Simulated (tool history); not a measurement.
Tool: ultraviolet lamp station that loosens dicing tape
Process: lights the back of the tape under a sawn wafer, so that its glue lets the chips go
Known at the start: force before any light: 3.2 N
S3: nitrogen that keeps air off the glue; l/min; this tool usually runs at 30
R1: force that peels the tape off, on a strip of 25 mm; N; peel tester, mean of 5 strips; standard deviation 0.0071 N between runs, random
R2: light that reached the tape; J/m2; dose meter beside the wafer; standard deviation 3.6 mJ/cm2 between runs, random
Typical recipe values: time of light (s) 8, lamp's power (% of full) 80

Run 1, hour 0.0: usual settings. Result: R1 0.280 N, R2 5340 J/m2.
Run 2, hour 7.3: usual settings. Result: R1 0.279 N, R2 5330 J/m2.
Run 3, hour 15.1: usual settings. Result: R1 0.278 N, R2 5340 J/m2.
Run 4, hour 22.6: usual settings. Result: R1 0.277 N, R2 5310 J/m2.
Run 5, hour 30.3: usual settings but lamp's power (% of full) 84. Result: R1 0.274 N, R2 5530 J/m2.
Run 6, hour 39.0: usual settings but lamp's power (% of full) 84. Result: R1 0.263 N, R2 5520 J/m2.
Run 7, hour 50.7: usual settings but lamp's power (% of full) 84. Result: R1 0.266 N, R2 5480 J/m2.
Run 8, hour 62.1: usual settings but lamp's power (% of full) 84. Result: R1 0.286 N, R2 5470 J/m2.
At hour 63.7: window cleaned of glue's vapour.
Run 9, hour 77.3: usual settings but lamp's power (% of full) 72, S3 13 l/min. Result: R1 0.507 N, R2 4640 J/m2.
Run 10, hour 87.0: usual settings but time of light (s) 9, S3 14 l/min. Result: R1 0.361 N, R2 5800 J/m2.
Run 11, hour 101.5: usual settings but time of light (s) 9, S3 14 l/min. Result: R1 0.362 N, R2 5820 J/m2.
At hour 110.1: window cleaned of glue's vapour, once more.
Run 12, hour 113.8: usual settings but time of light (s) 9, S3 14 l/min. Result: R1 0.350 N, R2 5960 J/m2.
Run 13, hour 122.9: usual settings but time of light (s) 9, S3 14 l/min. Result: R1 0.356 N, R2 5930 J/m2.

Alternative continuations, all from the tool just after run 13; predict every row:
Run A, hour 135.2: usual settings but time of light (s) 4, lamp's power (% of full) 98, S3 47 l/min. Result: R1 ?, R2 ?.
Run B, hour 135.2: usual settings but time of light (s) 7, lamp's power (% of full) 78, S3 15 l/min. Result: R1 ?, R2 ?.
Run C, hour 135.2: usual settings but lamp's power (% of full) 94, S3 9 l/min. Result: R1 ?, R2 ?.

run     R1    R2
  A  0.436  3150
  B  0.506  4380
  C  0.421  6130
Without the tool's unlogged condition, the same runs would have read:
run     R1    R2
  A  0.361  3620
  B  0.420  5030
  C  0.351  7050
